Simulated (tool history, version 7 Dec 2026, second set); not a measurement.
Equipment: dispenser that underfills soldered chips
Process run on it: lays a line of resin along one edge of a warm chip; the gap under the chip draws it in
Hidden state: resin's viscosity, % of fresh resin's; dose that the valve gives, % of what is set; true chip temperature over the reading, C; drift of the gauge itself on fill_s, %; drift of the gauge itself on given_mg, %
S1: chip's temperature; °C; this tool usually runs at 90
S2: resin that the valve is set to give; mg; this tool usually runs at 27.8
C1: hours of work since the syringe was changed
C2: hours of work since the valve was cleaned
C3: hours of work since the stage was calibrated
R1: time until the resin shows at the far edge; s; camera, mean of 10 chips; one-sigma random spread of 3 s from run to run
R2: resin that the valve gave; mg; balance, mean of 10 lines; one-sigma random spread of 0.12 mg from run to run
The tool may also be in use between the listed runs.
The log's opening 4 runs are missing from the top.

{"hour": 26.7, "done": "new syringe of resin"}
{"hour": 35.8, "done": "new syringe of resin"}
{"run": 5, "hour": 38.8, "S1": 90, "S2": 27.8, "C1": 2, "C2": 89, "C3": 123, "R1": 345.0, "R2": 25.46}
{"hour": 44.6, "done": "new syringe of resin"}
{"run": 6, "hour": 44.6, "S1": 90, "S2": 27.8, "C1": 0, "C2": 93, "C3": 127, "R1": 311.9, "R2": 25.04}
{"hour": 48.9, "done": "dispensing valve cleaned and set on the balance"}
{"hour": 54.4, "done": "new syringe of resin"}
{"run": 7, "hour": 57.9, "S1": 90, "S2": 27.8, "C1": 2, "C2": 6, "C3": 135, "R1": 346.8, "R2": 27.73}
{"hour": 62.7, "done": "new syringe of resin"}
{"run": 8, "hour": 64.6, "S1": 93, "S2": 27.8, "C1": 1, "C2": 10, "C3": 139, "R1": 284.7, "R2": 27.76}
{"hour": 71.4, "done": "new syringe of resin"}
{"run": 9, "hour": 77.1, "S1": 90, "S2": 27.8, "C1": 4, "C2": 19, "C3": 148, "R1": 373.1, "R2": 27.37}
{"hour": 80.2, "done": "new syringe of resin"}
{"hour": 89.0, "done": "new syringe of resin"}
{"run": 10, "hour": 89.8, "S1": 90, "S2": 27.8, "C1": 1, "C2": 27, "C3": 156, "R1": 315.0, "R2": 26.98}
{"hour": 98.2, "done": "new syringe of resin"}
{"run": 11, "hour": 100.8, "S1": 90, "S2": 27.8, "C1": 2, "C2": 34, "C3": 163, "R1": 336.5, "R2": 26.98}
{"hour": 106.6, "done": "new syringe of resin"}
{"run": 12, "hour": 107.6, "S1": 90, "S2": 25.1, "C1": 1, "C2": 39, "C3": 167, "R1": 331.7, "R2": 24.17}
{"hour": 115.4, "done": "new syringe of resin"}
{"run": 13, "hour": 119.0, "S1": 90, "S2": 23.8, "C1": 3, "C2": 46, "C3": 175, "R1": 376.3, "R2": 22.89}
{"hour": 123.7, "done": "new syringe of resin"}
{"run": 14, "hour": 131.6, "S1": 90, "S2": 23.8, "C1": 5, "C2": 55, "C3": 183, "R1": 418.0, "R2": 22.58}
{"hour": 132.8, "done": "new syringe of resin"}
{"hour": 141.3, "done": "new syringe of resin"}
{"run": 15, "hour": 141.3, "S1": 90, "S2": 27.8, "C1": 0, "C2": 61, "C3": 190, "R1": 307.9, "R2": 26.13}
{"run": 16, "hour": 148.5, "S1": 90, "S2": 27.8, "C1": 5, "C2": 66, "C3": 195, "R1": 401.0, "R2": 25.74}
{"hour": 149.7, "done": "new syringe of resin"}
{"run": 17, "hour": 154.8, "S1": 90, "S2": 27.8, "C1": 3, "C2": 70, "C3": 199, "R1": 373.8, "R2": 25.69}
{"hour": 158.3, "done": "new syringe of resin"}
{"run": 18, "hour": 164.8, "S1": 81, "S2": 30.8, "C1": 4, "C2": 76, "C3": 205, "R1": 589.5, "R2": 28.57}
{"hour": 167.1, "done": "new syringe of resin"}
{"run": 19, "hour": 173.9, "S1": 96, "S2": 33.6, "C1": 5, "C2": 82, "C3": 211, "R1": 290.3, "R2": 30.8}

Run 20 has not been measured yet. What should we expect?
{"hour": 176.2, "done": "new syringe of resin"}
{"hour": 184.8, "done": "new syringe of resin"}
{"run": 20, "hour": 185.2, "S1": 81, "S2": 26.1, "C1": 0, "C2": 90, "C3": 219, "R1": "?", "R2": "?"}

R1: 491.9 s
R2: 23.94 mg
The same run, on a tool lacking any hidden state, would have yielded R1 449.3 s, R2 26.24 mg.
